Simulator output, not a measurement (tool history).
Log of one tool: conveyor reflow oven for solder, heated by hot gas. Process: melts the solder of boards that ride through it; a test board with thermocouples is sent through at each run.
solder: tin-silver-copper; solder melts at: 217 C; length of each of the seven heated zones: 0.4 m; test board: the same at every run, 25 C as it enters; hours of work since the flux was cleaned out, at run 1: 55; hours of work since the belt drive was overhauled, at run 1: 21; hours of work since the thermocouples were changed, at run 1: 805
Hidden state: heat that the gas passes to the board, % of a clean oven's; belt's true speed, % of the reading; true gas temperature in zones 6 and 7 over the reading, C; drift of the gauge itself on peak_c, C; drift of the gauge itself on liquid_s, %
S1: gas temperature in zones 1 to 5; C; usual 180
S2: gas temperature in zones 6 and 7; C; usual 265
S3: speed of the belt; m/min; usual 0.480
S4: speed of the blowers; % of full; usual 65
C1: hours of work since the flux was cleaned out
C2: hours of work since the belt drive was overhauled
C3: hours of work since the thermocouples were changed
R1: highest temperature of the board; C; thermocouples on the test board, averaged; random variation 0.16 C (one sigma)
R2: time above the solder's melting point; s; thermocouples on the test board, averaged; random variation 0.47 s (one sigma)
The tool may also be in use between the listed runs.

run	hour	S1	S2	S3	S4	C1	C2	C3	R1	R2
1	0.0	180	265	0.480	65	55	21	805	252.3	77.0
# hour 20.8: thermocouples of zones 6 and 7 changed
2	20.8	180	265	0.480	65	67	33	0	251.2	77.2
3	45.5	180	265	0.480	65	84	50	17	250.8	77.5
4	76.5	180	265	0.480	65	105	71	37	251.3	77.2
5	114.1	180	265	0.480	65	130	96	63	251.0	77.2
6	141.3	180	265	0.480	65	148	114	81	251.0	77.1
7	174.3	180	265	0.551	65	170	136	103	246.7	62.1
# hour 180.4: belt drive overhauled, speed set with a stopwatch
8	193.9	168	273	0.415	69	181	9	113	260.8	93.8
9	229.9	187	265	0.534	65	205	33	137	249.0	69.5
# hour 239.7: flux residue cleaned out of gas plates and filters
10	256.2	180	259	0.426	84	11	47	152	251.4	90.5
11	274.1	170	259	0.450	84	23	59	164	248.7	76.7

Forecast each of these 5 alternatives for the next run:
A	302.9	174	265	0.480	65	42	79	183	?	?
B	302.9	170	260	0.450	58	42	79	183	?	?
C	302.9	176	262	0.472	84	42	79	183	?	?
D	302.9	195	260	0.423	65	42	79	183	?	?
E	302.9	170	264	0.548	56	42	79	183	?	?

run	R1	R2
A	250.8	74.1
B	246.5	72.8
C	251.3	77.9
D	252.5	101.1
E	242.5	53.7
Without the tool's hidden state the same runs would have given:
run	R1	R2
A	250.8	73.9
B	246.4	72.5
C	251.2	77.7
D	252.3	100.7
E	242.5	53.6
